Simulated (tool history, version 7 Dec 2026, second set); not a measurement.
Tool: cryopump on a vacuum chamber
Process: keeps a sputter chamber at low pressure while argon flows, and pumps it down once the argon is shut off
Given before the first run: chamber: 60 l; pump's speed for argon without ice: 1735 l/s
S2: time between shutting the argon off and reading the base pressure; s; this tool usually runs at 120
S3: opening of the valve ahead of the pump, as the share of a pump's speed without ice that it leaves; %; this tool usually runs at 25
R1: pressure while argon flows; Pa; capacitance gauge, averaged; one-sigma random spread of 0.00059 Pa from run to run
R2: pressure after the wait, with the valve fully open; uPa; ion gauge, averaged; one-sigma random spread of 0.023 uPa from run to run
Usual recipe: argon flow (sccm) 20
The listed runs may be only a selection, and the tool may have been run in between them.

{"run": 1, "day": 0.0, "argon flow (sccm)": 20, "S2": 120, "S3": 25, "R1": 0.0812, "R2": 1.65}
{"run": 2, "day": 0.638, "argon flow (sccm)": 20, "S2": 120, "S3": 25, "R1": 0.0798, "R2": 1.67}
{"run": 3, "day": 1.279, "argon flow (sccm)": 20, "S2": 30, "S3": 25, "R1": 0.0806, "R2": 3.6}
{"run": 4, "day": 1.721, "argon flow (sccm)": 20, "S2": 30, "S3": 25, "R1": 0.0811, "R2": 3.6}
{"run": 5, "day": 2.479, "argon flow (sccm)": 20, "S2": 120, "S3": 25, "R1": 0.0806, "R2": 1.7}
{"run": 6, "day": 2.967, "argon flow (sccm)": 20, "S2": 120, "S3": 25, "R1": 0.0804, "R2": 1.7}
{"run": 7, "day": 3.312, "argon flow (sccm)": 20, "S2": 120, "S3": 25, "R1": 0.0812, "R2": 1.74}
{"run": 8, "day": 3.933, "argon flow (sccm)": 20, "S2": 120, "S3": 25, "R1": 0.0816, "R2": 1.69}
{"run": 9, "day": 4.558, "argon flow (sccm)": 20, "S2": 120, "S3": 25, "R1": 0.0806, "R2": 1.78}
{"run": 10, "day": 5.046, "argon flow (sccm)": 20, "S2": 120, "S3": 25, "R1": 0.0815, "R2": 1.73}
{"run": 11, "day": 5.412, "argon flow (sccm)": 20, "S2": 120, "S3": 25, "R1": 0.0813, "R2": 1.82}
{"run": 12, "day": 5.929, "argon flow (sccm)": 20, "S2": 46, "S3": 25, "R1": 0.0823, "R2": 2.83}
{"run": 13, "day": 6.562, "argon flow (sccm)": 20, "S2": 46, "S3": 25, "R1": 0.0828, "R2": 2.79}
{"run": 14, "day": 7.312, "argon flow (sccm)": 20, "S2": 46, "S3": 25, "R1": 0.0825, "R2": 2.71}
{"run": 15, "day": 7.758, "argon flow (sccm)": 20, "S2": 46, "S3": 25, "R1": 0.0828, "R2": 2.92}
{"run": 16, "day": 8.408, "argon flow (sccm)": 10, "S2": 120, "S3": 25, "R1": 0.042, "R2": 1.88}
{"run": 17, "day": 8.892, "argon flow (sccm)": 10, "S2": 181, "S3": 25, "R1": 0.0417, "R2": 1.57}
{"run": 18, "day": 9.362, "argon flow (sccm)": 10, "S2": 36, "S3": 26, "R1": 0.0405, "R2": 3.28}
{"run": 19, "day": 10.096, "argon flow (sccm)": 10, "S2": 287, "S3": 47, "R1": 0.024, "R2": 1.45}
{"run": 20, "day": 10.817, "argon flow (sccm)": 25, "S2": 189, "S3": 45, "R1": 0.0608, "R2": 1.63}
{"run": 21, "day": 11.554, "argon flow (sccm)": 19, "S2": 24, "S3": 17, "R1": 0.1151, "R2": 4.42}
{"run": 22, "day": 12.296, "argon flow (sccm)": 19, "S2": 24, "S3": 17, "R1": 0.114, "R2": 4.49}
{"run": 23, "day": 12.654, "argon flow (sccm)": 19, "S2": 24, "S3": 17, "R1": 0.1151, "R2": 4.47}
{"run": 24, "day": 13.008, "argon flow (sccm)": 19, "S2": 24, "S3": 17, "R1": 0.1147, "R2": 4.42}
{"run": 25, "day": 13.55, "argon flow (sccm)": 31, "S2": 62, "S3": 25, "R1": 0.1305, "R2": 2.55}
{"run": 26, "day": 13.992, "argon flow (sccm)": 31, "S2": 62, "S3": 25, "R1": 0.131, "R2": 2.52}
{"run": 27, "day": 14.596, "argon flow (sccm)": 13, "S2": 20, "S3": 25, "R1": 0.0535, "R2": 5.07}
{"run": 28, "day": 15.133, "argon flow (sccm)": 21, "S2": 22, "S3": 19, "R1": 0.1147, "R2": 4.93}
{"run": 29, "day": 15.512, "argon flow (sccm)": 21, "S2": 22, "S3": 19, "R1": 0.1143, "R2": 4.84}
{"run": 30, "day": 16.304, "argon flow (sccm)": 21, "S2": 22, "S3": 38, "R1": 0.0616, "R2": 4.82}
{"run": 31, "day": 16.625, "argon flow (sccm)": 8, "S2": 22, "S3": 43, "R1": 0.0205, "R2": 4.86}
{"run": 32, "day": 17.212, "argon flow (sccm)": 8, "S2": 22, "S3": 43, "R1": 0.0212, "R2": 4.83}
{"run": 33, "day": 17.571, "argon flow (sccm)": 12, "S2": 52, "S3": 25, "R1": 0.051, "R2": 2.77}

Pick out some run-to-run changes in R1. Of each, how much would a tool without hidden state show as well, from the settings, what came in and chance, and how much is left for the hidden state and any gauge scatter not in both results compared?
Hidden conditions of the tool in this case: pump's speed, % of a pump's without ice; cold plate's temperature, K; leak into the chamber, uPa l/s; drift of the gauge itself on working_pa, %; drift of the gauge itself on base_upa, %.
Run 19 -> 20: argon flow (sccm) 10 -> 25, S2 287 -> 189, S3 47 -> 45. R1 +0.0368 Pa: hidden state +0.0042, all else +0.0326.
Run 20 -> 21: argon flow (sccm) 25 -> 19, S2 189 -> 24, S3 45 -> 17. R1 +0.0543 Pa: hidden state -0.0014, all else +0.0557.
Run 26 -> 27: argon flow (sccm) 31 -> 13, S2 62 -> 20. R1 -0.0775 Pa: hidden state -0.0057, all else -0.0718.
Run 27 -> 28: argon flow (sccm) 13 -> 21, S2 20 -> 22, S3 25 -> 19. R1 +0.0612 Pa: hidden state +0.0029, all else +0.0583.
Run 30 -> 31: argon flow (sccm) 21 -> 8, S3 38 -> 43. R1 -0.0411 Pa: hidden state -0.0044, all else -0.0367.

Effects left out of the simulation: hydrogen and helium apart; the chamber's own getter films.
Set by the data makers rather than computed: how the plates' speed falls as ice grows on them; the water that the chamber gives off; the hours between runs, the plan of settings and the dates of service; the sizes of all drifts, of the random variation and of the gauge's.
